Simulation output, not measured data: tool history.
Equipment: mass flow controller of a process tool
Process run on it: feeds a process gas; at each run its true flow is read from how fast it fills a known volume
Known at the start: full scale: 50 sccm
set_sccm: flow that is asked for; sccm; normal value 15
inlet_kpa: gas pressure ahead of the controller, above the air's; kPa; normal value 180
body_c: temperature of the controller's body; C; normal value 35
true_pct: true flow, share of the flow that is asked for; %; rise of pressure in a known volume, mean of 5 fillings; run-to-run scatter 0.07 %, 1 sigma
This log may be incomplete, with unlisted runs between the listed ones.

run     day  set_sccm  inlet_kpa  body_c  true_pct
  1       0        15        180      35     97.03
  2   1.792        15        180      35     96.92
  3   4.612        15        180      35     96.97
  4   7.925        15        180      35     96.96
  5  10.783        15        180      36     96.79
  6  14.012        15        180      36     96.85
  7  17.479        15        180      36     96.85
  8  19.025        15        180      36     96.85
  9  21.117        15        180      36     96.92
 10  23.392        15        180      35     96.99
 11  26.925        15        252      35     97.19
 12  28.383        15        252      35     97.18
 13  31.129        15        252      35     97.08
 14  33.333        15        252      35     97.26
 15  35.242        15        180      35     96.96
 16  36.771        15        180      35     96.87
 17  39.508        17        180      35     96.98
 18  42.058        17        180      35     97.14
 19  44.254        15        180      35     97.02
 20  45.958        15        180      35     96.93
 21  49.442        15        180      35     96.92
 22  51.596        15        180      35     96.92
 23  54.533        15        180      35     96.94
 24  57.875        15        180      35     96.82
 25  59.671        38        276      27     99.13
 26  63.104         6        255      21     97.88
 27  64.979         7        221      39     96.49
 28  67.112        18        166      27     97.38
     67.288  -- controller's zero set anew
 29  69.717        15        237      35     97.16
 30  71.958         8        233      33     97.16
 31  75.183         8        233      33     97.07
     75.621  -- controller's zero set anew, once more
 32  78.779        23        155      33     97.29
 33  80.421         7        180      35     96.35
 34  83.688        14        180      24     97.37

What will run 35 give?
 35  86.346        14        180      24         ?

true_pct: 97.44 %
Minus the tool's unlogged condition, the same run would have read true_pct 97.61 %.
